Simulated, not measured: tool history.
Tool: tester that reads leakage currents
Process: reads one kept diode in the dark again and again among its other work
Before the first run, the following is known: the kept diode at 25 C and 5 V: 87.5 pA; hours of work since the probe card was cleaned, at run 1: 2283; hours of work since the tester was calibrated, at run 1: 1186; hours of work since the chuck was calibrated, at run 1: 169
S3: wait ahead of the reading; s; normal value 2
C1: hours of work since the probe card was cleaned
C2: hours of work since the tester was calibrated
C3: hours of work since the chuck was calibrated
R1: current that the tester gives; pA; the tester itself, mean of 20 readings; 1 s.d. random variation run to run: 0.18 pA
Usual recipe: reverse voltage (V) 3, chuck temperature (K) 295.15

run 1 hour=0 | reverse_voltage_(V)=3 chuck_temperature_(K)=295.15 S3=2 | C1=2283 C2=1186 C3=169 | R1=60.46
run 2 hour=41 | reverse_voltage_(V)=3 chuck_temperature_(K)=295.15 S3=2 | C1=2308 C2=1211 C3=193 | R1=60.58
run 3 hour=133.6 | reverse_voltage_(V)=1.66 chuck_temperature_(K)=295.15 S3=2 | C1=2365 C2=1267 C3=250 | R1=50.9
run 4 hour=226.8 | reverse_voltage_(V)=3 chuck_temperature_(K)=295.15 S3=1.7 | C1=2421 C2=1324 C3=306 | R1=61.29
run 5 hour=307.5 | reverse_voltage_(V)=3 chuck_temperature_(K)=295.15 S3=2.7 | C1=2470 C2=1373 C3=355 | R1=61.82
run 6 hour=352 | reverse_voltage_(V)=6.07 chuck_temperature_(K)=295.15 S3=2.7 | C1=2497 C2=1400 C3=382 | R1=77.71
run 7 hour=402.9 | reverse_voltage_(V)=3 chuck_temperature_(K)=295.15 S3=2 | C1=2528 C2=1431 C3=413 | R1=61.95
run 8 hour=479.2 | reverse_voltage_(V)=3 chuck_temperature_(K)=295.15 S3=2 | C1=2575 C2=1477 C3=460 | R1=62.35
run 9 hour=517.9 | reverse_voltage_(V)=3 chuck_temperature_(K)=295.15 S3=2 | C1=2598 C2=1500 C3=483 | R1=62.92
run 10 hour=602.9 | reverse_voltage_(V)=3 chuck_temperature_(K)=295.15 S3=2 | C1=2650 C2=1552 C3=535 | R1=63.1
run 11 hour=653.9 | reverse_voltage_(V)=3 chuck_temperature_(K)=295.15 S3=0.74 | C1=2681 C2=1583 C3=566 | R1=63.92
run 12 hour=703.8 | reverse_voltage_(V)=18.04 chuck_temperature_(K)=295.15 S3=0.73 | C1=2711 C2=1613 C3=596 | R1=119.77

Run 13, settings as shown, results not yet in. Your forecast:
run 13 hour=747 | reverse_voltage_(V)=16.26 chuck_temperature_(K)=316.15 S3=1.42 | C1=2737 C2=1640 C3=622 | R1=?

R1: 533.42 pA
Were there no unlogged condition in the tool, this run, its random variation unchanged, would have produced R1 498.65 pA.
